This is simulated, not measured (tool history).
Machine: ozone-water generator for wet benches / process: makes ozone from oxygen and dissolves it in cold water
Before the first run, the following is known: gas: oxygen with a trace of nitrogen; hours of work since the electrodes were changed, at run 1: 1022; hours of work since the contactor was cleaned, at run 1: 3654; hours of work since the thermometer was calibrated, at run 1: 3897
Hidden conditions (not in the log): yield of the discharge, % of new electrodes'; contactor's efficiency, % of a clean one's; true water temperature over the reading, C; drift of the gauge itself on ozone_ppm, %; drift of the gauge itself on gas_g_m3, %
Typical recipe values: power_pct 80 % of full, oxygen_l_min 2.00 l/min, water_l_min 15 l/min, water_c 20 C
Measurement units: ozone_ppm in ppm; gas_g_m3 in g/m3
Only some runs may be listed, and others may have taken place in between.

run	hour	power_pct	oxygen_l_min	water_l_min	water_c	hours of work since the electrodes were changed	hours of work since the contactor was cleaned	hours of work since the thermometer was calibrated	ozone_ppm	gas_g_m3
1	0.0	80	2.00	15	20	1022	3654	3897	11.7	192.8
2	27.3	80	2.00	15	20	1046	3678	3921	12.0	195.8
3	52.2	80	2.00	15	20	1069	3700	3943	12.1	195.7
4	70.5	80	2.00	15	20	1085	3717	3960	11.7	197.3
5	95.7	80	2.00	15	20	1108	3739	3982	11.7	198.8
6	131.9	80	1.90	15	20	1140	3771	4015	11.5	200.2
7	150.0	80	2.00	15	20	1156	3788	4031	11.9	198.7
8	184.2	80	2.00	15	22	1187	3818	4061	11.8	197.9
9	210.2	80	2.00	15	20	1210	3841	4085	11.9	198.8
10	247.4	80	2.00	15	20	1243	3875	4118	11.6	198.1
11	267.4	80	2.00	15	20	1261	3892	4136	11.9	200.2
12	291.9	80	2.00	15	20	1283	3914	4158	11.9	200.2
13	313.4	80	2.00	15	20	1302	3934	4177	11.9	200.0
14	331.5	80	2.00	15	20	1318	3950	4193	11.8	203.5
# hour 352.7: gauge calibrated
15	361.8	80	2.00	15	20	1345	3977	4220	11.8	194.9
16	401.5	49	2.00	15	20	1381	4012	4256	8.1	133.4
17	437.0	49	2.00	15	20	1413	4044	4287	8.2	134.8
18	475.7	57	1.90	15	20	1447	4079	4322	8.8	153.6
19	496.1	57	1.04	17	20	1465	4097	4340	6.1	189.9
20	524.4	84	2.00	15	20	1491	4122	4365	12.1	208.6
21	548.8	84	2.00	15	20	1513	4144	4387	12.3	205.1
22	575.8	84	3.29	9	25	1537	4168	4411	18.9	174.7
23	601.2	84	2.56	12	26	1559	4191	4434	14.6	190.3

Predict the results of run 24:
24	628.5	84	2.56	12	26	1584	4215	4458	?	?

ozone_ppm: 14.5 ppm
gas_g_m3: 190.4 g/m3
Were there no unlogged condition in the tool, this run, its random variation unchanged, would have produced ozone_ppm 14.6 ppm, gas_g_m3 186.2 g/m3.
